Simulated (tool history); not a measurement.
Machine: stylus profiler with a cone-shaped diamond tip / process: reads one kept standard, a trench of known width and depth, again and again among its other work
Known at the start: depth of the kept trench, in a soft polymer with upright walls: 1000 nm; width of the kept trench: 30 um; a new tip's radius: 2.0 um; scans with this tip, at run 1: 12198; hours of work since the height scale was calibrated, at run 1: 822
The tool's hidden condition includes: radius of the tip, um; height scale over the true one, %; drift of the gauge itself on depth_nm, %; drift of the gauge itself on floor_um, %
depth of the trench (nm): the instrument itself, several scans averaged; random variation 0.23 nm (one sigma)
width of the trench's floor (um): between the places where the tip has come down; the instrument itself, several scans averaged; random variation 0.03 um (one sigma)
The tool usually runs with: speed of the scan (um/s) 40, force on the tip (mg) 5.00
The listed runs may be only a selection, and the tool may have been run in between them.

run,hour,speed of the scan (um/s),force on the tip (mg),scans with this tip,hours of work since the height scale was calibrated,depth of the trench (nm),width of the trench's floor (um)
1,0.0,40,5.00,12198,822,1016.73,26.33
2,57.8,40,1.80,12635,851,1008.94,26.23
3,105.9,40,2.17,12999,876,1009.85,26.26
4,213.7,40,2.17,13815,931,1009.84,26.23
5,288.9,40,2.17,14384,969,1009.86,26.30
6,402.2,40,5.00,15240,1027,1016.79,26.34
7,476.6,102,4.56,15803,1065,1015.79,26.06
8,575.5,102,4.56,16551,1115,1015.48,26.06
9,646.6,102,4.56,17089,1152,1015.84,26.09
10,717.1,36,7.43,17622,1188,1022.75,26.36
11,811.9,36,7.43,18340,1236,1022.44,26.44
# hour 838.1: new tip fitted, height scale calibrated
12,897.1,40,5.14,445,30,1017.29,26.40

Results per run with the tool's hidden condition removed, run-to-run variation unchanged:
run,width of the trench's floor (um)
1,26.35
2,26.25
3,26.28
4,26.26
5,26.32
6,26.37
7,26.09
8,26.08
9,26.12
10,26.39
11,26.47
12,26.40
For depth of the trench (nm), the value without the hidden state is never more than 0.01 from the measured value.
